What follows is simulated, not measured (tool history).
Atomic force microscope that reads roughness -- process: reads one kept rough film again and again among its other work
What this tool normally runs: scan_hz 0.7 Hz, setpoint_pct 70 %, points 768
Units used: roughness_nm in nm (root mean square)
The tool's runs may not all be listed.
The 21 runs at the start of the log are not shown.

| run | hour | scan_hz | setpoint_pct | points | pictures with this tip | hours of work since the height scale was calibrated | roughness_nm |
|---|---|---|---|---|---|---|---|
| 22 | 211.2 | 0.686 | 70 | 768 | 272 | 233 | 2.444 |
|  | 223.3 | new tip fitted |
| 23 | 225 | 1.976 | 77 | 293 | 4 | 243 | 2.857 |
| 24 | 238 | 0.501 | 70 | 870 | 34 | 252 | 2.983 |
| 25 | 247.9 | 0.7 | 90 | 544 | 57 | 259 | 2.821 |
| 26 | 256.8 | 1.637 | 58 | 945 | 78 | 265 | 2.873 |
| 27 | 268.3 | 0.7 | 70 | 493 | 104 | 273 | 2.799 |
| 28 | 278.8 | 0.7 | 70 | 493 | 128 | 280 | 2.728 |
| 29 | 288.4 | 2.395 | 90 | 365 | 151 | 287 | 2.345 |
| 30 | 301.2 | 2.395 | 76 | 588 | 180 | 296 | 2.463 |
| 31 | 307.6 | 0.7 | 62 | 278 | 195 | 301 | 2.577 |
| 32 | 314.3 | 3.784 | 59 | 271 | 210 | 305 | 2.449 |
| 33 | 322.3 | 1.026 | 72 | 297 | 228 | 311 | 2.465 |
| 34 | 330.2 | 1.12 | 64 | 679 | 247 | 316 | 2.495 |
| 35 | 341.8 | 1.12 | 68 | 679 | 274 | 325 | 2.437 |
| 36 | 348.3 | 1.12 | 68 | 679 | 289 | 329 | 2.436 |
|  | 353.7 | new tip fitted |
| 37 | 361.2 | 2.649 | 67 | 959 | 17 | 338 | 2.867 |
| 38 | 371.1 | 0.862 | 84 | 915 | 40 | 345 | 2.83 |
| 39 | 384 | 3.097 | 84 | 920 | 70 | 354 | 2.49 |
| 40 | 389.8 | 1.163 | 70 | 775 | 83 | 358 | 2.772 |
| 41 | 396.4 | 1.163 | 70 | 775 | 98 | 363 | 2.72 |

5 ways to go on from here, each from the tool as it stands after run 41. What would each give?
| A | 403.1 | 0.569 | 80 | 330 | 114 | 367 | ? |
| B | 403.1 | 0.7 | 70 | 434 | 114 | 367 | ? |
| C | 403.1 | 3.552 | 70 | 768 | 114 | 367 | ? |
| D | 403.1 | 0.7 | 69 | 667 | 114 | 367 | ? |
| E | 403.1 | 0.7 | 70 | 995 | 114 | 367 | ? |

| run | roughness_nm |
|---|---|
| A | 2.702 |
| B | 2.74 |
| C | 2.562 |
| D | 2.728 |
| E | 2.74 |
With no hidden state in the tool, these same runs would have given:
| run | roughness_nm |
|---|---|
| A | 3.027 |
| B | 3.069 |
| C | 2.869 |
| D | 3.056 |
| E | 3.07 |

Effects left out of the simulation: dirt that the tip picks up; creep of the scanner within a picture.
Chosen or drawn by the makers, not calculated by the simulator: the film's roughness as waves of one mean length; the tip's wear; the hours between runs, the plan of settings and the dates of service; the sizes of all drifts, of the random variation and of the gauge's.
